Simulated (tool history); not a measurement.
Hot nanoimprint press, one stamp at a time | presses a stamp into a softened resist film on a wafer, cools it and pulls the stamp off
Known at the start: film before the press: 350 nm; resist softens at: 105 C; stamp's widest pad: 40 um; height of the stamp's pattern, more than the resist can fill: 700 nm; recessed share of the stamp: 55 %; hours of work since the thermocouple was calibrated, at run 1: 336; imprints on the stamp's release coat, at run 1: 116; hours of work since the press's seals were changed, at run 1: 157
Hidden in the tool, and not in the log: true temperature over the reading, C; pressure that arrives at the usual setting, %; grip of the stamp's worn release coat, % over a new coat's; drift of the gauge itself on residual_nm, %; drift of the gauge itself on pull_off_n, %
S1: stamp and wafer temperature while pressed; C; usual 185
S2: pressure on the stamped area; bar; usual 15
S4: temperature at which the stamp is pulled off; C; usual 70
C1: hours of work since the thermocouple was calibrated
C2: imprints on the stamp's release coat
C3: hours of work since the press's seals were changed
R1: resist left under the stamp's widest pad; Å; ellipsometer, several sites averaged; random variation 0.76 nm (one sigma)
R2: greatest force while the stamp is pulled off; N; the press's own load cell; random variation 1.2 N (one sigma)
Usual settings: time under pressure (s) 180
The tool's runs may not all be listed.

run 1 hour=0 | S1=185 S2=15 time_under_pressure_(s)=180 S4=70 | C1=336 C2=116 C3=157 | R1=1743 R2=118
run 2 hour=16.4 | S1=185 S2=17.8 time_under_pressure_(s)=180 S4=70 | C1=344 C2=183 C3=166 | R1=1623 R2=115
run 3 hour=35.4 | S1=185 S2=17.8 time_under_pressure_(s)=180 S4=70 | C1=354 C2=261 C3=176 | R1=1625 R2=119
run 4 hour=48.4 | S1=185 S2=15 time_under_pressure_(s)=180 S4=70 | C1=361 C2=315 C3=183 | R1=1747 R2=118
run 5 hour=65.4 | S1=185 S2=16.3 time_under_pressure_(s)=180 S4=70 | C1=370 C2=384 C3=192 | R1=1712 R2=119
run 6 hour=77.1 | S1=185 S2=16.3 time_under_pressure_(s)=180 S4=70 | C1=377 C2=432 C3=198 | R1=1695 R2=118
-- hour=102.3 stamp cleaned and given a new release coat
run 7 hour=103.4 | S1=185 S2=16.3 time_under_pressure_(s)=180 S4=70 | C1=387 C2=4 C3=209 | R1=1695 R2=119
run 8 hour=121.1 | S1=185 S2=11.3 time_under_pressure_(s)=273 S4=70 | C1=397 C2=77 C3=219 | R1=1668 R2=117
run 9 hour=129.9 | S1=185 S2=11.3 time_under_pressure_(s)=273 S4=70 | C1=401 C2=113 C3=223 | R1=1673 R2=118
run 10 hour=143.8 | S1=178 S2=15 time_under_pressure_(s)=118 S4=57 | C1=409 C2=170 C3=231 | R1=2575 R2=143
run 11 hour=157.3 | S1=178 S2=14.1 time_under_pressure_(s)=161 S4=72 | C1=416 C2=226 C3=238 | R1=2431 R2=113

Forecast each of these 4 alternatives for the next run:
run A hour=168.4 | S1=186 S2=15 time_under_pressure_(s)=256 S4=68 | C1=422 C2=271 C3=244 | R1=? R2=?
run B hour=168.4 | S1=185 S2=21.8 time_under_pressure_(s)=311 S4=70 | C1=422 C2=271 C3=244 | R1=? R2=?
run C hour=168.4 | S1=178 S2=21.9 time_under_pressure_(s)=158 S4=73 | C1=422 C2=271 C3=244 | R1=? R2=?
run D hour=168.4 | S1=190 S2=22.8 time_under_pressure_(s)=161 S4=72 | C1=422 C2=271 C3=244 | R1=? R2=?

run=A R1=1458 R2=123
run=B R1=1198 R2=117
run=C R1=2157 R2=112
run=D R1=1229 R2=115
Without the tool's hidden state the same runs would have given:
run=A R1=1446 R2=123
run=B R1=1188 R2=117
run=C R1=2140 R2=112
run=D R1=1219 R2=115

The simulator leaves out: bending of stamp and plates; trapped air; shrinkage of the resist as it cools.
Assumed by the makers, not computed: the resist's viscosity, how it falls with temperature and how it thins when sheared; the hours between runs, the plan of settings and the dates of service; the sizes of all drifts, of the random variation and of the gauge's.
